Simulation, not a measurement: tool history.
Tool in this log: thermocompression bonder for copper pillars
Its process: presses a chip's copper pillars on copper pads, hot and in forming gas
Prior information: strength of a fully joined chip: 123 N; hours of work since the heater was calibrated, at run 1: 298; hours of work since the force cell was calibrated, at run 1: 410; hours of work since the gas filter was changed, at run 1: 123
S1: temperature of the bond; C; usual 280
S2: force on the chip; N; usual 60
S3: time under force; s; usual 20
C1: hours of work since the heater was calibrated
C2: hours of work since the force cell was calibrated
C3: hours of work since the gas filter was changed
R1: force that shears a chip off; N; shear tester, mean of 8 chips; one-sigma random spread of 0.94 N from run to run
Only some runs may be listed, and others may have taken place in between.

run	hour	S1	S2	S3	C1	C2	C3	R1
1	0.0	280	60	20	298	410	123	74.3
# hour 4.8: forming gas filter changed
2	8.4	280	60	20	304	416	3	75.1
3	18.3	280	60	37	312	424	10	90.2
4	26.5	280	60	37	318	430	17	90.9
5	34.5	280	48	37	324	436	23	78.9
6	40.3	280	60	20	329	441	27	75.7
7	47.6	280	60	20	334	446	33	76.3
8	57.1	280	60	20	342	454	40	75.3
9	67.8	288	60	20	350	462	48	78.6
10	73.4	265	60	20	354	466	53	65.6
11	79.4	280	60	20	359	471	57	73.8
# hour 82.5: heater calibrated with a thermocouple chip
12	93.0	283	60	20	8	480	66	76.4
13	103.7	283	60	20	16	488	74	76.3
14	115.2	283	60	20	25	497	83	74.4
15	122.8	280	60	20	31	502	89	73.8
16	130.9	283	60	20	37	509	95	76.3
17	136.1	283	60	20	41	513	99	75.0
# hour 140.8: heater calibrated with a thermocouple chip, once more
18	149.6	283	60	20	7	522	108	77.1
19	157.7	283	79	20	13	528	114	86.8
20	163.0	283	79	20	17	532	119	90.0
21	170.3	283	79	20	23	537	124	86.8
# hour 173.5: forming gas filter changed
22	182.1	266	70	22	31	546	7	77.7
23	191.7	293	63	37	39	554	14	97.2
24	201.6	261	63	17	46	561	22	64.1
25	209.7	288	56	21	53	567	28	78.8
26	221.8	288	56	14	62	577	37	69.4
27	229.5	278	39	14	68	583	43	50.5
28	240.5	280	60	36	76	591	51	90.1
29	247.2	280	44	43	81	596	57	81.1
30	257.4	280	44	43	89	604	64	79.0
31	267.3	280	44	43	97	612	72	79.2
32	278.9	308	46	18	106	621	81	78.7
33	288.7	288	72	20	113	628	89	87.8
34	298.0	283	72	43	120	635	96	98.4
35	307.7	252	66	52	128	643	103	81.2
36	312.7	258	60	36	132	647	107	73.9
37	323.2	258	60	36	140	655	115	74.2
38	332.1	280	60	28	147	661	122	81.8
# hour 338.5: forming gas filter changed
39	339.0	289	60	28	152	666	0	89.4

Some steps in R1, run to run, broken into two amounts with sign: the step expected even without the hidden condition (settings, incoming material, random variation), and the rest, left for the hidden condition together with whatever gauge scatter is not in both the measured and the hidden-condition-free result:
Hidden state present: true temperature of the bond over the reading, C; force that reaches the chip, % of what is set; oxide that the forming gas leaves, % of the face; drift of the gauge itself on shear_n, %.
Run 17 -> 18: heater calibrated with a thermocouple chip, once more. R1 +2.1 N: hidden state +2.3, all else -0.2.
Run 21 -> 22: S1 283 -> 266, S2 79 -> 70, S3 20 -> 22, forming gas filter changed. R1 -9.1 N: hidden state +2.2, all else -11.3.
Run 22 -> 23: S1 266 -> 293, S2 70 -> 63, S3 22 -> 37. R1 +19.5 N: hidden state +0.2, all else +19.3.
Run 23 -> 24: S1 293 -> 261, S3 37 -> 17. R1 -33.1 N: hidden state -0.4, all else -32.7.
Run 27 -> 28: S1 278 -> 280, S2 39 -> 60, S3 14 -> 36. R1 +39.6 N: hidden state -0.8, all else +40.4.
Run 38 -> 39: S1 280 -> 289, forming gas filter changed. R1 +7.6 N: hidden state +2.4, all else +5.2.
